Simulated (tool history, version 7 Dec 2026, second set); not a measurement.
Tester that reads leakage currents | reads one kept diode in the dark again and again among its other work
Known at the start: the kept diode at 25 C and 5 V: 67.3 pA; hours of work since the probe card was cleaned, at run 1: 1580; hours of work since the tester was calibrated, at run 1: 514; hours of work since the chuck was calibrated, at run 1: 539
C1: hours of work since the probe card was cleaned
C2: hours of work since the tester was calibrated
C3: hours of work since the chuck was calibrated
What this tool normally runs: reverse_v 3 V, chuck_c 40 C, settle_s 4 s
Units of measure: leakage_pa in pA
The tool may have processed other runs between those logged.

Run 1, hour 0: usual settings; C1 1580; C2 514; C3 539. Result: leakage_pa 172.76 pA.
Run 2, hour 15.7: usual settings but chuck_c 39 C; C1 1587; C2 522; C3 547. Result: leakage_pa 160.9 pA.
Run 3, hour 31.5: usual settings; C1 1595; C2 530; C3 555. Result: leakage_pa 173.34 pA.
Run 4, hour 65.6: usual settings; C1 1612; C2 546; C3 572. Result: leakage_pa 173.01 pA.
Run 5, hour 85: usual settings; C1 1622; C2 556; C3 581. Result: leakage_pa 173.31 pA.
Run 6, hour 102: usual settings; C1 1630; C2 564; C3 590. Result: leakage_pa 174.01 pA.
Run 7, hour 130.3: usual settings; C1 1644; C2 578; C3 604. Result: leakage_pa 173.47 pA.
Run 8, hour 156.1: usual settings; C1 1657; C2 591; C3 616. Result: leakage_pa 173.23 pA.
Run 9, hour 182.2: usual settings; C1 1670; C2 604; C3 629. Result: leakage_pa 172.8 pA.
Run 10, hour 207: usual settings but settle_s 1.14 s; C1 1682; C2 616; C3 642. Result: leakage_pa 173.93 pA.
Run 11, hour 226.4: usual settings but settle_s 6.1 s; C1 1691; C2 626; C3 651. Result: leakage_pa 172.28 pA.
Run 12, hour 250.6: usual settings but settle_s 5.06 s; C1 1703; C2 638; C3 663. Result: leakage_pa 173.21 pA.
Run 13, hour 288.6: usual settings; C1 1722; C2 657; C3 682. Result: leakage_pa 172.87 pA.
Run 14, hour 305.1: usual settings; C1 1730; C2 665; C3 690. Result: leakage_pa 174 pA.
Run 15, hour 328: usual settings but settle_s 4.53 s; C1 1741; C2 676; C3 701. Result: leakage_pa 173.14 pA.
Run 16, hour 346.7: usual settings but settle_s 4.53 s; C1 1751; C2 685; C3 711. Result: leakage_pa 173.79 pA.
Run 17, hour 375.6: usual settings but settle_s 3.81 s; C1 1765; C2 699; C3 725. Result: leakage_pa 173.28 pA.
Run 18, hour 412.9: usual settings but settle_s 3.81 s; C1 1783; C2 718; C3 743. Result: leakage_pa 173.85 pA.
Run 19, hour 438.8: usual settings but settle_s 3.81 s; C1 1796; C2 731; C3 756. Result: leakage_pa 173.42 pA.
Run 20, hour 460.3: usual settings but reverse_v 18.76 V, settle_s 3.81 s; C1 1807; C2 741; C3 767. Result: leakage_pa 502.25 pA.
Run 21, hour 497: usual settings but reverse_v 4 V, chuck_c 20 C, settle_s 2.81 s; C1 1825; C2 759; C3 785. Result: leakage_pa 38.34 pA.
Run 22, hour 534.4: usual settings but reverse_v 4 V, chuck_c 20 C, settle_s 2.81 s; C1 1843; C2 778; C3 803. Result: leakage_pa 38.46 pA.
Run 23, hour 553.5: usual settings but reverse_v 4 V, chuck_c 26 C, settle_s 9.71 s; C1 1853; C2 787; C3 813. Result: leakage_pa 64.55 pA.
Run 24, hour 586.9: usual settings but reverse_v 3.38 V, chuck_c 29 C, settle_s 7.4 s; C1 1869; C2 804; C3 829. Result: leakage_pa 76.04 pA.
Run 25, hour 619.6: usual settings but reverse_v 3.38 V, chuck_c 47 C, settle_s 2.02 s; C1 1885; C2 820; C3 845. Result: leakage_pa 317.63 pA.
Run 26, hour 649.7: usual settings but reverse_v 3.38 V, chuck_c 32 C, settle_s 7.55 s; C1 1900; C2 835; C3 860. Result: leakage_pa 96.76 pA.
Run 27, hour 684.7: usual settings but reverse_v 3.38 V, chuck_c 32 C, settle_s 7.55 s; C1 1917; C2 852; C3 877. Result: leakage_pa 97 pA.
Run 28, hour 702.1: usual settings but reverse_v 3.38 V, chuck_c 32 C, settle_s 7.55 s; C1 1926; C2 861; C3 886. Result: leakage_pa 97.13 pA.
Run 29, hour 721.6: usual settings but reverse_v 3.38 V, chuck_c 32 C, settle_s 7.55 s; C1 1936; C2 870; C3 896. Result: leakage_pa 97.09 pA.
Run 30, hour 737.9: usual settings but reverse_v 5.55 V, chuck_c 32 C, settle_s 3.93 s; C1 1944; C2 878; C3 904. Result: leakage_pa 130.03 pA.
Run 31, hour 754: usual settings but settle_s 0.5 s; C1 1952; C2 886; C3 912. Result: leakage_pa 174.77 pA.
Run 32, hour 775.9: usual settings but reverse_v 3.74 V, chuck_c 39 C, settle_s 0.54 s; C1 1962; C2 897; C3 922. Result: leakage_pa 183.86 pA.
Run 33, hour 812.4: usual settings but reverse_v 9.62 V, chuck_c 31 C, settle_s 3.33 s; C1 1981; C2 915; C3 940. Result: leakage_pa 164.48 pA.
Run 34, hour 838.2: usual settings but reverse_v 9.24 V, chuck_c 34 C, settle_s 1.16 s; C1 1993; C2 928; C3 953. Result: leakage_pa 205.9 pA.
Run 35, hour 857.4: usual settings but reverse_v 1.22 V, chuck_c 54 C, settle_s 2.47 s; C1 2003; C2 937; C3 963. Result: leakage_pa 295.45 pA.
Run 36, hour 878.1: usual settings but chuck_c 32 C; C1 2013; C2 947; C3 973. Result: leakage_pa 90.54 pA.
Run 37, hour 910.8: usual settings but chuck_c 32 C; C1 2029; C2 964; C3 989. Result: leakage_pa 90.71 pA.
Run 38, hour 935.5: usual settings but reverse_v 13.33 V; C1 2041; C2 976; C3 1001. Result: leakage_pa 410.81 pA.

Here are 3 independent what-if runs from the current tool condition. What would each one return?
Run A, hour 972.2: usual settings but reverse_v 12.87 V, chuck_c 49 C; C1 2059; C2 994; C3 1019. Result: leakage_pa ?.
Run B, hour 972.2: usual settings but reverse_v 2.08 V, chuck_c 43 C; C1 2059; C2 994; C3 1019. Result: leakage_pa ?.
Run C, hour 972.2: usual settings but reverse_v 4.65 V, chuck_c 48 C, settle_s 1.4 s; C1 2059; C2 994; C3 1019. Result: leakage_pa ?.

run  leakage_pa
  A      797.73
  B      176.45
  C       412.5
With no hidden state in the tool, these same runs would have given:
run  leakage_pa
  A      799.17
  B      176.78
  C      413.26
